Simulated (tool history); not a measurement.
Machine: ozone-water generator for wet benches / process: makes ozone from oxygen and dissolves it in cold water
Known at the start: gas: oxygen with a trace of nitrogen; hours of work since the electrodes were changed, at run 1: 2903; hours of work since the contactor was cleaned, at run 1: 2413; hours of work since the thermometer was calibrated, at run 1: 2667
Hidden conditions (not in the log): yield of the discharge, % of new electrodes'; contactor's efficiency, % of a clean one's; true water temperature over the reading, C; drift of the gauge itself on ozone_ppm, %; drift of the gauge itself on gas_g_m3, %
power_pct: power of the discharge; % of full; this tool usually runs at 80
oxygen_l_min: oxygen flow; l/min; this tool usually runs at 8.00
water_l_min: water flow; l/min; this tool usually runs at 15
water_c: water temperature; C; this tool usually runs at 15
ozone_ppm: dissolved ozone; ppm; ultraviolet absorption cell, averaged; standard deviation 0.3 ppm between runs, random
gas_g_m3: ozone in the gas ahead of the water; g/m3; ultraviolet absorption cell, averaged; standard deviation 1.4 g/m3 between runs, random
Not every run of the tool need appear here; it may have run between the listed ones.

| run | hour | power_pct | oxygen_l_min | water_l_min | water_c | hours of work since the electrodes were changed | hours of work since the contactor was cleaned | hours of work since the thermometer was calibrated | ozone_ppm | gas_g_m3 |
|---|---|---|---|---|---|---|---|---|---|---|
| 1 | 0.0 | 80 | 8.00 | 15 | 15 | 2903 | 2413 | 2667 | 44.0 | 252.0 |
| 2 | 75.0 | 80 | 8.00 | 15 | 15 | 2976 | 2486 | 2740 | 44.1 | 254.3 |
| 3 | 132.8 | 80 | 8.00 | 15 | 15 | 3032 | 2542 | 2796 | 44.3 | 251.2 |
| 4 | 189.6 | 80 | 8.00 | 15 | 15 | 3087 | 2597 | 2851 | 43.5 | 250.8 |
| 5 | 258.4 | 80 | 8.00 | 15 | 15 | 3154 | 2664 | 2918 | 43.6 | 250.0 |
| 6 | 298.6 | 80 | 8.00 | 15 | 15 | 3193 | 2703 | 2957 | 44.2 | 251.0 |
| 7 | 342.6 | 71 | 8.00 | 15 | 15 | 3235 | 2745 | 3000 | 39.5 | 229.9 |
| 8 | 421.8 | 80 | 8.00 | 15 | 17 | 3312 | 2822 | 3076 | 41.4 | 252.3 |
| 9 | 456.7 | 80 | 8.00 | 15 | 15 | 3346 | 2856 | 3110 | 43.6 | 249.6 |
| 10 | 533.9 | 80 | 8.00 | 15 | 15 | 3421 | 2931 | 3185 | 43.7 | 249.5 |
| 11 | 581.1 | 72 | 8.00 | 15 | 15 | 3467 | 2977 | 3231 | 40.0 | 228.3 |
| 12 | 662.0 | 72 | 8.00 | 15 | 15 | 3545 | 3055 | 3309 | 39.8 | 230.6 |
| 13 | 735.5 | 80 | 8.00 | 15 | 15 | 3617 | 3127 | 3381 | 43.5 | 248.8 |
| 14 | 779.0 | 80 | 8.00 | 15 | 15 | 3659 | 3169 | 3423 | 43.2 | 250.6 |
|  | 786.5 | water thermometer calibrated |
| 15 | 846.0 | 80 | 8.00 | 15 | 15 | 3723 | 3233 | 58 | 43.4 | 251.6 |
| 16 | 902.0 | 80 | 8.00 | 15 | 15 | 3778 | 3288 | 112 | 42.9 | 247.3 |
|  | 950.4 | water thermometer calibrated, once more |
| 17 | 958.7 | 67 | 4.33 | 9 | 13 | 3832 | 3342 | 8 | 64.3 | 332.3 |
| 18 | 1000.9 | 67 | 4.33 | 14 | 9 | 3873 | 3383 | 49 | 49.2 | 333.8 |
| 19 | 1062.5 | 80 | 8.45 | 10 | 18 | 3933 | 3443 | 109 | 50.2 | 237.5 |
| 20 | 1132.3 | 80 | 8.45 | 10 | 18 | 4000 | 3510 | 176 | 50.7 | 235.6 |
| 21 | 1210.2 | 58 | 8.80 | 15 | 10 | 4076 | 3586 | 252 | 36.5 | 182.0 |

What will run 22 give?
| 22 | 1261.6 | 58 | 8.80 | 15 | 10 | 4126 | 3636 | 302 | ? | ? |

Logged for run 22: ozone_ppm 36.4 ppm, gas_g_m3 181.1 g/m3.
Were there no unlogged condition in the tool, this run, its random variation unchanged, would have produced ozone_ppm 39.2 ppm, gas_g_m3 191.9 g/m3.
